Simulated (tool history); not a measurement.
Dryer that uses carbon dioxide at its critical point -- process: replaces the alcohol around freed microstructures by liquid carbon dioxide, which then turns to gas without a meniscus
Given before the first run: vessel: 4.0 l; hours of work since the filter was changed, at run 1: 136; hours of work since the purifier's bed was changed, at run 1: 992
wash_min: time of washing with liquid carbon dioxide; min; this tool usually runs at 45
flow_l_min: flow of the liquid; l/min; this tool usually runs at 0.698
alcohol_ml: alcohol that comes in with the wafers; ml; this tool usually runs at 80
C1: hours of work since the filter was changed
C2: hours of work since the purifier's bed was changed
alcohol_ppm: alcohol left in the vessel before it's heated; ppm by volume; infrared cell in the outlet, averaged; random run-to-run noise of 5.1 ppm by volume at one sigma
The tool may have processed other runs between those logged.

Run 1, hour 0: usual settings; C1 136; C2 992. Result: alcohol_ppm 263 ppm by volume.
Run 2, hour 24.4: usual settings; C1 154; C2 1009. Result: alcohol_ppm 285 ppm by volume.
Run 3, hour 51.7: usual settings; C1 174; C2 1029. Result: alcohol_ppm 289 ppm by volume.
Run 4, hour 70.4: usual settings; C1 187; C2 1043. Result: alcohol_ppm 288 ppm by volume.
Run 5, hour 108.2: usual settings; C1 215; C2 1071. Result: alcohol_ppm 298 ppm by volume.
Run 6, hour 126.7: usual settings; C1 228; C2 1084. Result: alcohol_ppm 305 ppm by volume.
Run 7, hour 144: usual settings; C1 241; C2 1097. Result: alcohol_ppm 303 ppm by volume.
Run 8, hour 161: usual settings but alcohol_ml 57 ml; C1 254; C2 1109. Result: alcohol_ppm 282 ppm by volume.
Run 9, hour 177.5: usual settings but wash_min 71 min, alcohol_ml 84 ml; C1 266; C2 1121. Result: alcohol_ppm 226 ppm by volume.
Run 10, hour 213.7: usual settings but wash_min 50 min, flow_l_min 0.487 l/min, alcohol_ml 79 ml; C1 292; C2 1148. Result: alcohol_ppm 487 ppm by volume.
At hour 224.7: purifier's bed changed.
Run 11, hour 238.1: usual settings but flow_l_min 0.652 l/min; C1 308; C2 10. Result: alcohol_ppm 124 ppm by volume.
Run 12, hour 275.5: usual settings but wash_min 33 min, flow_l_min 0.817 l/min, alcohol_ml 68 ml; C1 335; C2 37. Result: alcohol_ppm 181 ppm by volume.
Run 13, hour 294.1: usual settings but wash_min 33 min, flow_l_min 0.817 l/min, alcohol_ml 68 ml; C1 349; C2 51. Result: alcohol_ppm 191 ppm by volume.
Run 14, hour 318.9: usual settings but wash_min 39 min, alcohol_ml 25 ml; C1 367; C2 69. Result: alcohol_ppm 81 ppm by volume.
Run 15, hour 336.7: usual settings but wash_min 57 min; C1 380; C2 82. Result: alcohol_ppm 46 ppm by volume.
At hour 357.2: inlet filter changed.
Run 16, hour 373.9: usual settings but wash_min 60 min, flow_l_min 0.994 l/min, alcohol_ml 89 ml; C1 12; C2 108. Result: alcohol_ppm 30 ppm by volume.

Predict each of these 5 candidate next runs independently; none follows another, all start after run 16:
Run A, hour 397.7: usual settings but wash_min 32 min, flow_l_min 0.585 l/min, alcohol_ml 27 ml; C1 30; C2 126. Result: alcohol_ppm ?.
Run B, hour 397.7: usual settings but alcohol_ml 29 ml; C1 30; C2 126. Result: alcohol_ppm ?.
Run C, hour 397.7: usual settings but wash_min 44 min, flow_l_min 1.031 l/min, alcohol_ml 27 ml; C1 30; C2 126. Result: alcohol_ppm ?.
Run D, hour 397.7: usual settings but wash_min 44 min, flow_l_min 0.43 l/min, alcohol_ml 28 ml; C1 30; C2 126. Result: alcohol_ppm ?.
Run E, hour 397.7: usual settings but wash_min 60 min, flow_l_min 0.439 l/min, alcohol_ml 89 ml; C1 30; C2 126. Result: alcohol_ppm ?.

run  alcohol_ppm
  A          235
  B           53
  C           30
  D          225
  E          196
With no hidden state in the tool, these same runs would have given:
run  alcohol_ppm
  A          203
  B           26
  C            5
  D          194
  E          163
